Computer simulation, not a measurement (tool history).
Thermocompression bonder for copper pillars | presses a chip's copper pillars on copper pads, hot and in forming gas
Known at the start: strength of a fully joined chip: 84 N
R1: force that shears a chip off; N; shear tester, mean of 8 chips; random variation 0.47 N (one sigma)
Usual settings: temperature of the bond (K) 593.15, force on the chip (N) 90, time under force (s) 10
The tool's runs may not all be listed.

{"run": 1, "hour": 0.0, "temperature of the bond (K)": 593.15, "force on the chip (N)": 90, "time under force (s)": 10, "R1": 53.8}
{"run": 2, "hour": 7.8, "temperature of the bond (K)": 593.15, "force on the chip (N)": 72, "time under force (s)": 10, "R1": 45.3}
{"run": 3, "hour": 18.9, "temperature of the bond (K)": 593.15, "force on the chip (N)": 90, "time under force (s)": 10, "R1": 53.9}
{"run": 4, "hour": 31.2, "temperature of the bond (K)": 593.15, "force on the chip (N)": 90, "time under force (s)": 10, "R1": 53.4}
{"run": 5, "hour": 41.5, "temperature of the bond (K)": 593.15, "force on the chip (N)": 90, "time under force (s)": 10, "R1": 52.8}
{"run": 6, "hour": 52.4, "temperature of the bond (K)": 593.15, "force on the chip (N)": 90, "time under force (s)": 10, "R1": 52.4}
{"run": 7, "hour": 58.8, "temperature of the bond (K)": 607.15, "force on the chip (N)": 57, "time under force (s)": 10, "R1": 41.4}
{"run": 8, "hour": 68.0, "temperature of the bond (K)": 573.15, "force on the chip (N)": 90, "time under force (s)": 6, "R1": 39.3}

Run 9 comes next. What will it give?
{"run": 9, "hour": 75.3, "temperature of the bond (K)": 573.15, "force on the chip (N)": 90, "time under force (s)": 6, "R1": "?"}

Run 9 gave R1 39.4 N.
Without the tool's hidden state the same run would have given R1 42.6 N.
